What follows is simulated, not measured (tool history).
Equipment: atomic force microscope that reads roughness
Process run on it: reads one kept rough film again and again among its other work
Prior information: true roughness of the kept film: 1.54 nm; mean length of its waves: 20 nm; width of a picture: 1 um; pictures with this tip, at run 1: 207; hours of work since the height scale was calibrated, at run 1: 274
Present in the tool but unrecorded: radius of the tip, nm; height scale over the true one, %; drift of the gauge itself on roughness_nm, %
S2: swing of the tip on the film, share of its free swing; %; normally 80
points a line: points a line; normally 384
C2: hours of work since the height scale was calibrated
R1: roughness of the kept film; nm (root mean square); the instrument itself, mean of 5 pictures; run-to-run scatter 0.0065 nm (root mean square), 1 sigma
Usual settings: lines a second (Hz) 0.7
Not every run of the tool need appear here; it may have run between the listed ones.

run 1 day=0 | lines_a_second_(Hz)=0.7 S2=80 points_a_line=384 | pictures_with_this_tip=207 C2=274 | R1=1.135
run 2 day=0.633 | lines_a_second_(Hz)=0.7 S2=80 points_a_line=384 | pictures_with_this_tip=228 C2=286 | R1=1.112
run 3 day=1.183 | lines_a_second_(Hz)=0.7 S2=80 points_a_line=384 | pictures_with_this_tip=246 C2=295 | R1=1.101
run 4 day=1.529 | lines_a_second_(Hz)=0.7 S2=80 points_a_line=384 | pictures_with_this_tip=257 C2=302 | R1=1.101
run 5 day=1.9 | lines_a_second_(Hz)=0.7 S2=80 points_a_line=384 | pictures_with_this_tip=269 C2=308 | R1=1.087
run 6 day=2.283 | lines_a_second_(Hz)=0.7 S2=73 points_a_line=384 | pictures_with_this_tip=281 C2=315 | R1=1.115
run 7 day=2.908 | lines_a_second_(Hz)=0.7 S2=73 points_a_line=384 | pictures_with_this_tip=301 C2=326 | R1=1.097
-- day=3.275 new tip fitted
run 8 day=3.333 | lines_a_second_(Hz)=0.7 S2=73 points_a_line=384 | pictures_with_this_tip=1 C2=334 | R1=1.299
run 9 day=3.75 | lines_a_second_(Hz)=0.528 S2=80 points_a_line=384 | pictures_with_this_tip=15 C2=341 | R1=1.304
run 10 day=4.488 | lines_a_second_(Hz)=0.528 S2=80 points_a_line=384 | pictures_with_this_tip=39 C2=354 | R1=1.262
run 11 day=5.1 | lines_a_second_(Hz)=0.528 S2=80 points_a_line=384 | pictures_with_this_tip=59 C2=365 | R1=1.258
run 12 day=5.496 | lines_a_second_(Hz)=0.7 S2=80 points_a_line=384 | pictures_with_this_tip=71 C2=373 | R1=1.233
run 13 day=6.225 | lines_a_second_(Hz)=0.7 S2=80 points_a_line=408 | pictures_with_this_tip=95 C2=386 | R1=1.216
run 14 day=6.938 | lines_a_second_(Hz)=0.7 S2=80 points_a_line=384 | pictures_with_this_tip=118 C2=398 | R1=1.199
run 15 day=7.317 | lines_a_second_(Hz)=0.7 S2=76 points_a_line=384 | pictures_with_this_tip=130 C2=405 | R1=1.206
run 16 day=7.65 | lines_a_second_(Hz)=0.7 S2=62 points_a_line=384 | pictures_with_this_tip=141 C2=411 | R1=1.231
run 17 day=7.979 | lines_a_second_(Hz)=0.7 S2=62 points_a_line=384 | pictures_with_this_tip=152 C2=417 | R1=1.232
run 18 day=8.7 | lines_a_second_(Hz)=0.7 S2=81 points_a_line=384 | pictures_with_this_tip=175 C2=430 | R1=1.163
run 19 day=9.292 | lines_a_second_(Hz)=0.7 S2=81 points_a_line=384 | pictures_with_this_tip=194 C2=441 | R1=1.151
run 20 day=9.892 | lines_a_second_(Hz)=3.669 S2=80 points_a_line=384 | pictures_with_this_tip=214 C2=452 | R1=0.923
run 21 day=10.592 | lines_a_second_(Hz)=3.669 S2=80 points_a_line=384 | pictures_with_this_tip=236 C2=464 | R1=0.908
run 22 day=11 | lines_a_second_(Hz)=3.669 S2=80 points_a_line=384 | pictures_with_this_tip=249 C2=471 | R1=0.895
run 23 day=11.525 | lines_a_second_(Hz)=0.7 S2=80 points_a_line=357 | pictures_with_this_tip=266 C2=481 | R1=1.116
run 24 day=11.942 | lines_a_second_(Hz)=1.621 S2=60 points_a_line=338 | pictures_with_this_tip=280 C2=488 | R1=1.114
run 25 day=12.35 | lines_a_second_(Hz)=1.549 S2=60 points_a_line=338 | pictures_with_this_tip=293 C2=496 | R1=1.113
run 26 day=12.7 | lines_a_second_(Hz)=1.549 S2=60 points_a_line=338 | pictures_with_this_tip=304 C2=502 | R1=1.095
-- day=12.992 new tip fitted
run 27 day=13.046 | lines_a_second_(Hz)=1.549 S2=60 points_a_line=338 | pictures_with_this_tip=2 C2=508 | R1=1.289
run 28 day=13.571 | lines_a_second_(Hz)=1.549 S2=60 points_a_line=338 | pictures_with_this_tip=19 C2=517 | R1=1.283

Run 29 has not been measured yet. What should we expect?
run 29 day=14.271 | lines_a_second_(Hz)=1.549 S2=60 points_a_line=338 | pictures_with_this_tip=42 C2=530 | R1=?

Logged for run 29: R1 1.272 nm (root mean square).
Without the tool's hidden state the same run would have given R1 1.313 nm (root mean square).
